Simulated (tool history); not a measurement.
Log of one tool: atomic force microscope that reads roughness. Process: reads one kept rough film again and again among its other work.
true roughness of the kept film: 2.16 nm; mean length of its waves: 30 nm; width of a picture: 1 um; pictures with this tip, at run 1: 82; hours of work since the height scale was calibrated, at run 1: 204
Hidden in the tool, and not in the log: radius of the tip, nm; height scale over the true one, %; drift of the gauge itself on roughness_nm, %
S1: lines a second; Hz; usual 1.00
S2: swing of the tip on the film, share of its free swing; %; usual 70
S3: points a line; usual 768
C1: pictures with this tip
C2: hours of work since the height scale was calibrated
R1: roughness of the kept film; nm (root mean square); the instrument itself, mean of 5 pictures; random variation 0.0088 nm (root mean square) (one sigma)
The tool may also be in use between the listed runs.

{"run": 1, "hour": 0.0, "S1": 1.0, "S2": 70, "S3": 768, "C1": 82, "C2": 204, "R1": 1.908}
{"run": 2, "hour": 27.8, "S1": 1.0, "S2": 70, "S3": 768, "C1": 121, "C2": 218, "R1": 1.901}
{"run": 3, "hour": 54.4, "S1": 1.0, "S2": 71, "S3": 768, "C1": 157, "C2": 232, "R1": 1.865}
{"run": 4, "hour": 89.2, "S1": 1.0, "S2": 71, "S3": 768, "C1": 205, "C2": 251, "R1": 1.851}
{"run": 5, "hour": 125.8, "S1": 1.0, "S2": 70, "S3": 768, "C1": 256, "C2": 270, "R1": 1.829}
{"run": 6, "hour": 160.9, "S1": 1.0, "S2": 70, "S3": 768, "C1": 304, "C2": 289, "R1": 1.821}
{"run": 7, "hour": 196.7, "S1": 1.0, "S2": 70, "S3": 768, "C1": 354, "C2": 308, "R1": 1.78}
{"hour": 203.5, "done": "new tip fitted"}
{"run": 8, "hour": 224.8, "S1": 0.58, "S2": 70, "S3": 768, "C1": 29, "C2": 322, "R1": 1.956}
{"run": 9, "hour": 255.1, "S1": 1.0, "S2": 70, "S3": 304, "C1": 71, "C2": 338, "R1": 1.895}
{"run": 10, "hour": 272.0, "S1": 1.0, "S2": 70, "S3": 304, "C1": 94, "C2": 347, "R1": 1.896}
{"run": 11, "hour": 297.2, "S1": 1.0, "S2": 70, "S3": 304, "C1": 129, "C2": 361, "R1": 1.857}
{"run": 12, "hour": 312.6, "S1": 1.0, "S2": 85, "S3": 768, "C1": 150, "C2": 369, "R1": 1.801}
{"run": 13, "hour": 348.5, "S1": 1.0, "S2": 70, "S3": 768, "C1": 200, "C2": 388, "R1": 1.848}
{"run": 14, "hour": 372.6, "S1": 1.0, "S2": 70, "S3": 768, "C1": 233, "C2": 401, "R1": 1.829}
{"run": 15, "hour": 403.5, "S1": 2.45, "S2": 70, "S3": 768, "C1": 276, "C2": 417, "R1": 1.72}
{"run": 16, "hour": 425.0, "S1": 3.7, "S2": 59, "S3": 587, "C1": 305, "C2": 428, "R1": 1.73}
{"run": 17, "hour": 444.3, "S1": 3.7, "S2": 68, "S3": 326, "C1": 332, "C2": 439, "R1": 1.64}
{"run": 18, "hour": 461.1, "S1": 3.7, "S2": 68, "S3": 326, "C1": 355, "C2": 447, "R1": 1.639}
{"hour": 467.4, "done": "new tip fitted"}
{"run": 19, "hour": 481.8, "S1": 0.73, "S2": 85, "S3": 444, "C1": 20, "C2": 458, "R1": 1.904}
{"run": 20, "hour": 506.4, "S1": 0.58, "S2": 70, "S3": 941, "C1": 54, "C2": 471, "R1": 1.946}
{"run": 21, "hour": 530.1, "S1": 2.71, "S2": 58, "S3": 332, "C1": 87, "C2": 484, "R1": 1.871}
{"run": 22, "hour": 544.9, "S1": 0.76, "S2": 61, "S3": 620, "C1": 107, "C2": 492, "R1": 1.936}
{"run": 23, "hour": 573.5, "S1": 0.76, "S2": 61, "S3": 620, "C1": 147, "C2": 507, "R1": 1.9}
{"run": 24, "hour": 599.4, "S1": 0.76, "S2": 61, "S3": 620, "C1": 182, "C2": 520, "R1": 1.896}
{"run": 25, "hour": 632.4, "S1": 1.0, "S2": 57, "S3": 768, "C1": 228, "C2": 538, "R1": 1.89}
{"run": 26, "hour": 666.3, "S1": 2.03, "S2": 70, "S3": 829, "C1": 275, "C2": 556, "R1": 1.749}
{"run": 27, "hour": 686.4, "S1": 2.03, "S2": 70, "S3": 829, "C1": 303, "C2": 566, "R1": 1.748}
{"run": 28, "hour": 707.8, "S1": 0.84, "S2": 78, "S3": 1005, "C1": 332, "C2": 578, "R1": 1.782}
{"hour": 731.0, "done": "new tip fitted"}
{"run": 29, "hour": 737.1, "S1": 0.84, "S2": 78, "S3": 1005, "C1": 9, "C2": 593, "R1": 1.935}
{"run": 30, "hour": 757.1, "S1": 0.68, "S2": 67, "S3": 596, "C1": 36, "C2": 604, "R1": 1.963}

Forecast each of these 3 alternatives for the next run:
{"run": "A", "hour": 772.2, "S1": 0.68, "S2": 83, "S3": 596, "C1": 57, "C2": 612, "R1": "?"}
{"run": "B", "hour": 772.2, "S1": 1.0, "S2": 70, "S3": 411, "C1": 57, "C2": 612, "R1": "?"}
{"run": "C", "hour": 772.2, "S1": 1.0, "S2": 70, "S3": 305, "C1": 57, "C2": 612, "R1": "?"}

run=A R1=1.907
run=B R1=1.901
run=C R1=1.907
Without the tool's hidden state the same runs would have given:
run=A R1=1.934
run=B R1=1.928
run=C R1=1.934
